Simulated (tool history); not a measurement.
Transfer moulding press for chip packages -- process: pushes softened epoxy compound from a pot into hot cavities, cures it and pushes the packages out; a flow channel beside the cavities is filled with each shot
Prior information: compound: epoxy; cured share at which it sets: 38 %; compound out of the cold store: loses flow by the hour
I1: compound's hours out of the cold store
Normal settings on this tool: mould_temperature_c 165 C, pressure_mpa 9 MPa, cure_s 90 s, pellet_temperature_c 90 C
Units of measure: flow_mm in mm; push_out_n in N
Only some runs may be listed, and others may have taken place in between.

Run 1, hour 0: usual settings; I1 22.2. Result: flow_mm 946 mm, push_out_n 574 N.
At hour 39.5: cavities cleaned with cleaning compound and waxed.
At hour 49.5: plunger's sealing rings changed.
Run 2, hour 71.3: usual settings; I1 32.8. Result: flow_mm 933 mm, push_out_n 571 N.
Run 3, hour 111.9: usual settings; I1 30.5. Result: flow_mm 938 mm, push_out_n 636 N.
At hour 121.3: cavities cleaned with cleaning compound and waxed.
Run 4, hour 169.1: usual settings but pressure_mpa 9.71 MPa; I1 11.4. Result: flow_mm 1062 mm, push_out_n 637 N.
At hour 198.4: cavities cleaned with cleaning compound and waxed.
Run 5, hour 257.9: usual settings but pressure_mpa 9.71 MPa; I1 9.1. Result: flow_mm 1074 mm, push_out_n 679 N.
At hour 273.7: cavities cleaned with cleaning compound and waxed.
Run 6, hour 300.4: usual settings but pressure_mpa 9.71 MPa; I1 29.7. Result: flow_mm 958 mm, push_out_n 545 N.
At hour 346.5: cavities cleaned with cleaning compound and waxed.
Run 7, hour 383.6: usual settings but pressure_mpa 10.58 MPa; I1 31.6. Result: flow_mm 984 mm, push_out_n 564 N.
At hour 422.4: cavities cleaned with cleaning compound and waxed.
Run 8, hour 422.4: usual settings but pressure_mpa 10.58 MPa; I1 12.6. Result: flow_mm 1085 mm, push_out_n 472 N.
At hour 501.1: cavities cleaned with cleaning compound and waxed.
Run 9, hour 511.6: usual settings but pellet_temperature_c 85 C; I1 14.7. Result: flow_mm 970 mm, push_out_n 530 N.
At hour 549.6: plunger's sealing rings changed.
Run 10, hour 551.7: usual settings but cure_s 119 s; I1 31. Result: flow_mm 942 mm, push_out_n 492 N.
At hour 575.7: cavities cleaned with cleaning compound and waxed.
Run 11, hour 592.2: usual settings but pellet_temperature_c 98 C; I1 44.6. Result: flow_mm 869 mm, push_out_n 485 N.
Run 12, hour 631.2: usual settings; I1 37.2. Result: flow_mm 912 mm, push_out_n 576 N.
At hour 650.2: cavities cleaned with cleaning compound and waxed.
Run 13, hour 674.9: usual settings but pressure_mpa 7.6 MPa; I1 30.4. Result: flow_mm 861 mm, push_out_n 512 N.
At hour 707.4: mould's thermocouples calibrated.
At hour 728: cavities cleaned with cleaning compound and waxed.
Run 14, hour 728: usual settings but pressure_mpa 7.6 MPa; I1 11.3. Result: flow_mm 937 mm, push_out_n 505 N.
At hour 801.8: cavities cleaned with cleaning compound and waxed.
Run 15, hour 805: usual settings but mould_temperature_c 169 C, pressure_mpa 7.6 MPa, cure_s 101 s; I1 37.9. Result: flow_mm 805 mm, push_out_n 392 N.
Run 16, hour 845.8: usual settings but pressure_mpa 6.93 MPa, pellet_temperature_c 86 C; I1 24.8. Result: flow_mm 832 mm, push_out_n 603 N.
At hour 878.2: cavities cleaned with cleaning compound and waxed.
Run 17, hour 913.5: usual settings but pressure_mpa 6.93 MPa, pellet_temperature_c 86 C; I1 13.1. Result: flow_mm 876 mm, push_out_n 594 N.
At hour 950.8: cavities cleaned with cleaning compound and waxed.
Run 18, hour 967.9: usual settings but mould_temperature_c 170 C, pressure_mpa 6.93 MPa, pellet_temperature_c 86 C; I1 44.3. Result: flow_mm 732 mm, push_out_n 455 N.
Run 19, hour 1009.5: usual settings but mould_temperature_c 170 C, pressure_mpa 7.44 MPa, cure_s 89 s, pellet_temperature_c 86 C; I1 16.8. Result: flow_mm 864 mm, push_out_n 548 N.
At hour 1026.9: cavities cleaned with cleaning compound and waxed.
At hour 1054.5: plunger's sealing rings changed.
Run 20, hour 1084.1: usual settings but mould_temperature_c 167 C, pressure_mpa 7.44 MPa, cure_s 102 s, pellet_temperature_c 86 C; I1 34.3. Result: flow_mm 832 mm, push_out_n 505 N.
At hour 1105.7: cavities cleaned with cleaning compound and waxed.
Run 21, hour 1156.6: usual settings but mould_temperature_c 167 C, pressure_mpa 7.94 MPa, cure_s 109 s, pellet_temperature_c 86 C; I1 20.3. Result: flow_mm 917 mm, push_out_n 507 N.
At hour 1181.1: cavities cleaned with cleaning compound and waxed.
Run 22, hour 1214.4: usual settings but mould_temperature_c 167 C, pressure_mpa 7.94 MPa, cure_s 106 s, pellet_temperature_c 98 C; I1 38.3. Result: flow_mm 827 mm, push_out_n 491 N.
At hour 1255.9: cavities cleaned with cleaning compound and waxed.
Run 23, hour 1282.3: usual settings but cure_s 124 s, pellet_temperature_c 97 C; I1 44.3. Result: flow_mm 862 mm, push_out_n 453 N.
Run 24, hour 1317.9: usual settings but cure_s 124 s, pellet_temperature_c 97 C; I1 16.9. Result: flow_mm 970 mm, push_out_n 492 N.
At hour 1328.2: cavities cleaned with cleaning compound and waxed.
Run 25, hour 1373.9: usual settings but pressure_mpa 8.45 MPa; I1 42.2. Result: flow_mm 830 mm, push_out_n 581 N.
At hour 1402.1: cavities cleaned with cleaning compound and waxed.
Run 26, hour 1417.1: usual settings but pressure_mpa 7.54 MPa; I1 13.5. Result: flow_mm 911 mm, push_out_n 541 N.
At hour 1480: cavities cleaned with cleaning compound and waxed.
Run 27, hour 1497.4: usual settings but pressure_mpa 7.54 MPa, cure_s 109 s; I1 20.3. Result: flow_mm 863 mm, push_out_n 446 N.

Consider 3 possible next runs. They are alternatives, not a sequence: every one starts from the tool as it was left by run 27. What does each give?
At hour 1529.6: mould's thermocouples calibrated.
At hour 1554.1: plunger's sealing rings changed.
At hour 1562.7: cavities cleaned with cleaning compound and waxed.
Run A, hour 1565.5: usual settings but mould_temperature_c 172 C, cure_s 113 s, pellet_temperature_c 91 C; I1 45.1. Result: flow_mm ?, push_out_n ?.
At hour 1529.6: mould's thermocouples calibrated.
At hour 1554.1: plunger's sealing rings changed.
At hour 1562.7: cavities cleaned with cleaning compound and waxed.
Run B, hour 1565.5: usual settings but mould_temperature_c 172 C, pressure_mpa 8.17 MPa; I1 24.3. Result: flow_mm ?, push_out_n ?.
At hour 1529.6: mould's thermocouples calibrated.
At hour 1554.1: plunger's sealing rings changed.
At hour 1562.7: cavities cleaned with cleaning compound and waxed.
Run C, hour 1565.5: usual settings but pressure_mpa 10.09 MPa, cure_s 99 s, pellet_temperature_c 86 C; I1 23.8. Result: flow_mm ?, push_out_n ?.

run  flow_mm  push_out_n
  A      853         394
  B      902         401
  C     1036         431
What these runs would have given with no unlogged condition in the tool:
run  flow_mm  push_out_n
  A      854         379
  B      903         386
  C     1037         415
